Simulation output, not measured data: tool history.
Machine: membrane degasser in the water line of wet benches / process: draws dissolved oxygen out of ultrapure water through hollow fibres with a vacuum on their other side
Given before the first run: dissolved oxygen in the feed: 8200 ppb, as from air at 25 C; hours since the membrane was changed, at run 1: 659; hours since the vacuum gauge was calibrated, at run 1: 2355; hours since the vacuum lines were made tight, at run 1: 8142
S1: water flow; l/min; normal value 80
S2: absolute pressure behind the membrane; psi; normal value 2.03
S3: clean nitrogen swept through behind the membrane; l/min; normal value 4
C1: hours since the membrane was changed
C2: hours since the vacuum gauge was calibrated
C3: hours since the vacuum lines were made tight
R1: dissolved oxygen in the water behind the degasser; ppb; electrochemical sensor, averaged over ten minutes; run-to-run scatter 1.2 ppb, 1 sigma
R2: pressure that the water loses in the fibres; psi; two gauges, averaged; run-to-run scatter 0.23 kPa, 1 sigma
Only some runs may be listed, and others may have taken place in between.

run,hour,S1,S2,S3,C1,C2,C3,R1,R2
1,0,80,2.03,4,659,2355,8142,491.8,8.121
2,53.3,80,2.03,4,712,2408,8195,495.7,8.193
3,87,64,2.03,4,746,2442,8229,394,6.524
4,145.1,64,2.03,4,804,2500,8287,394.9,6.575
5,187.9,64,2.03,4,847,2543,8330,395.7,6.525
6,246,64,2.03,4,905,2601,8388,396.5,6.54
7,300,80,2.03,4,959,2655,8442,494,8.228
8,345.5,60,4.5,4,1004,2700,8487,879.7,6.186
9,406.6,54,3.55,4,1065,2761,8548,629,5.553
10,467.8,128,2.05,4,1126,2823,8610,796,13.175
11,537.1,128,1.41,3.03,1196,2892,8679,640.9,13.172
12,585.4,128,1.41,3.03,1244,2940,8727,642.2,13.132
13,660.1,61,1.41,2.8,1319,3015,8802,319.8,6.284

Each row is a separate what-if for the run after 13, all from the same tool condition, not one after another. Results?
A,717.2,65,1.41,2,1376,3072,8859,?,?
B,717.2,60,2.61,2.81,1376,3072,8859,?,?
C,717.2,84,1.41,2.8,1376,3072,8859,?,?
D,717.2,61,1.75,2.8,1376,3072,8859,?,?
E,717.2,125,1.64,4.33,1376,3072,8859,?,?

run,R1,R2
A,442.6,6.704
B,668.8,6.184
C,439.8,8.662
D,426.2,6.241
E,590.4,12.827
Had the tool no hidden state, the same runs would have come out as:
run,R1,R2
A,436.2,6.646
B,663.1,6.131
C,432.9,8.585
D,420.9,6.186
E,581.5,12.714

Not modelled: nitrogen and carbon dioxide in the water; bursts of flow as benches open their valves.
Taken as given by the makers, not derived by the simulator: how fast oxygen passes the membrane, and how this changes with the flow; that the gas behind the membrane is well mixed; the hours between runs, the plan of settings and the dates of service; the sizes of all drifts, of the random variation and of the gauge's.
